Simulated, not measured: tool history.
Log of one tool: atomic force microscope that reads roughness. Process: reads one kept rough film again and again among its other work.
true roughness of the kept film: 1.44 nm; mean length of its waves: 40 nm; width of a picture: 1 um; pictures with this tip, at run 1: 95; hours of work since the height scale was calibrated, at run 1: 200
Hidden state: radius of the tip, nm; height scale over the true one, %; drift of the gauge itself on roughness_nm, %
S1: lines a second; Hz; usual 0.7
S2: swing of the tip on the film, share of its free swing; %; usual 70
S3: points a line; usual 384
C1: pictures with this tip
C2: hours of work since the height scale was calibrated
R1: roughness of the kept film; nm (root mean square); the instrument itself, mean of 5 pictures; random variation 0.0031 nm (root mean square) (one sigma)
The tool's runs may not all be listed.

| run | hour | S1 | S2 | S3 | C1 | C2 | R1 |
|---|---|---|---|---|---|---|---|
| 1 | 0 | 0.7 | 70 | 384 | 95 | 200 | 1.386 |
| 2 | 11.9 | 3.756 | 70 | 384 | 106 | 205 | 1.274 |
| 3 | 25.7 | 0.7 | 70 | 384 | 119 | 211 | 1.38 |
| 4 | 41.9 | 0.7 | 70 | 384 | 134 | 217 | 1.378 |
| 5 | 51.7 | 0.7 | 70 | 384 | 143 | 221 | 1.381 |
| 6 | 62.9 | 0.7 | 70 | 273 | 154 | 226 | 1.373 |
| 7 | 77.3 | 1.265 | 70 | 384 | 167 | 232 | 1.363 |
| 8 | 94.5 | 1.265 | 70 | 384 | 183 | 239 | 1.364 |
| 9 | 106.9 | 0.7 | 70 | 705 | 195 | 244 | 1.382 |
| 10 | 116.3 | 0.7 | 70 | 705 | 204 | 248 | 1.384 |
| 11 | 131.9 | 0.7 | 70 | 705 | 218 | 254 | 1.384 |
| 12 | 145.5 | 0.918 | 67 | 921 | 231 | 260 | 1.383 |
| 13 | 160 | 0.918 | 73 | 543 | 245 | 266 | 1.369 |
| 14 | 176.3 | 0.918 | 73 | 543 | 260 | 272 | 1.368 |
|  | 193.8 | new tip fitted |
| 15 | 195.2 | 0.7 | 76 | 384 | 1 | 280 | 1.375 |
| 16 | 212.1 | 1.112 | 67 | 733 | 17 | 286 | 1.38 |
| 17 | 228.9 | 1.112 | 67 | 733 | 33 | 293 | 1.372 |
| 18 | 242 | 0.7 | 64 | 832 | 45 | 299 | 1.399 |
| 19 | 260.5 | 3.147 | 59 | 457 | 62 | 306 | 1.35 |
| 20 | 278.6 | 0.831 | 59 | 468 | 79 | 314 | 1.398 |
| 21 | 292 | 0.831 | 59 | 468 | 92 | 319 | 1.399 |

Forecast each of these 5 alternatives for the next run:
| A | 305.2 | 0.516 | 70 | 384 | 104 | 324 | ? |
| B | 305.2 | 0.653 | 77 | 799 | 104 | 324 | ? |
| C | 305.2 | 0.7 | 87 | 264 | 104 | 324 | ? |
| D | 305.2 | 1.564 | 89 | 339 | 104 | 324 | ? |
| E | 305.2 | 0.831 | 71 | 468 | 104 | 324 | ? |

| run | R1 |
|---|---|
| A | 1.392 |
| B | 1.379 |
| C | 1.336 |
| D | 1.265 |
| E | 1.371 |
Without the tool's hidden state the same runs would have given:
| run | R1 |
|---|---|
| A | 1.394 |
| B | 1.38 |
| C | 1.337 |
| D | 1.266 |
| E | 1.372 |

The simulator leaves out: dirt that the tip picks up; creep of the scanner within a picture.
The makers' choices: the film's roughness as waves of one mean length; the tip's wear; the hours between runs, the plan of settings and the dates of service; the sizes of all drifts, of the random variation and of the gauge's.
